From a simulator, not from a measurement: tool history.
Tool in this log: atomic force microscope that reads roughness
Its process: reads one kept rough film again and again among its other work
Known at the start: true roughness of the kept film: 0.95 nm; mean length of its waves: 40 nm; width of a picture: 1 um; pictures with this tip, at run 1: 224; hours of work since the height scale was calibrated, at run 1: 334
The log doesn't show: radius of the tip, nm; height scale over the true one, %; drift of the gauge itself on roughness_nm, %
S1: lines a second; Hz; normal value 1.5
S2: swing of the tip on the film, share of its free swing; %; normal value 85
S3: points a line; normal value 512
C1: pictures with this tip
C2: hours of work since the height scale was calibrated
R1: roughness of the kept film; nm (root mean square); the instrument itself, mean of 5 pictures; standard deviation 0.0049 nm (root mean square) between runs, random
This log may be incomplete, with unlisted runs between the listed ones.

run	hour	S1	S2	S3	C1	C2	R1
1	0	1.5	85	512	224	334	0.745
2	7.2	2.69	85	512	231	339	0.654
3	17.8	1.39	85	512	243	346	0.74
4	25	1.39	85	512	250	351	0.744
5	31.6	1.39	85	512	257	356	0.742
6	42.6	1.5	85	512	269	364	0.729
7	48.3	0.78	85	512	275	368	0.787
# hour 55.5: new tip fitted
8	58.9	0.78	85	512	3	375	0.842
9	68.6	1.5	85	299	14	382	0.771
10	76.6	1.5	63	299	22	387	0.871
11	90	1.5	63	299	36	397	0.865
12	100.3	1.5	63	299	47	404	0.862
13	108	1.5	63	299	55	409	0.864
14	116.9	1.5	85	512	64	415	0.766
15	127.7	3.51	63	381	76	423	0.794
16	136	0.73	63	381	84	429	0.879
17	148.2	1.56	56	400	97	437	0.865
18	161	1.3	72	692	111	446	0.824
19	171.1	3.18	84	876	121	453	0.644
20	176.7	2.72	63	614	127	457	0.805
21	187.4	2.67	70	619	138	465	0.775
22	199.8	2.67	80	529	152	473	0.714
23	212.9	0.57	85	512	165	482	0.836
24	221.4	1.5	72	551	174	488	0.812
25	233.9	1.33	58	303	187	497	0.859
26	242.8	3.72	90	303	197	503	0.549
27	249.8	0.72	85	463	204	508	0.813
28	257.7	0.51	65	680	212	514	0.861

5 ways to go on from here, each from the tool as it stands after run 28. What would each give?
A	264.7	3.2	85	689	220	519	?
B	264.7	2.55	63	322	220	519	?
C	264.7	2.96	65	680	220	519	?
D	264.7	1.5	81	512	220	519	?
E	264.7	1.5	85	340	220	519	?

run	R1
A	0.627
B	0.795
C	0.779
D	0.762
E	0.732
Stripped of hidden state, with their random variation kept, the same runs would have yielded:
run	R1
A	0.657
B	0.834
C	0.818
D	0.8
E	0.768
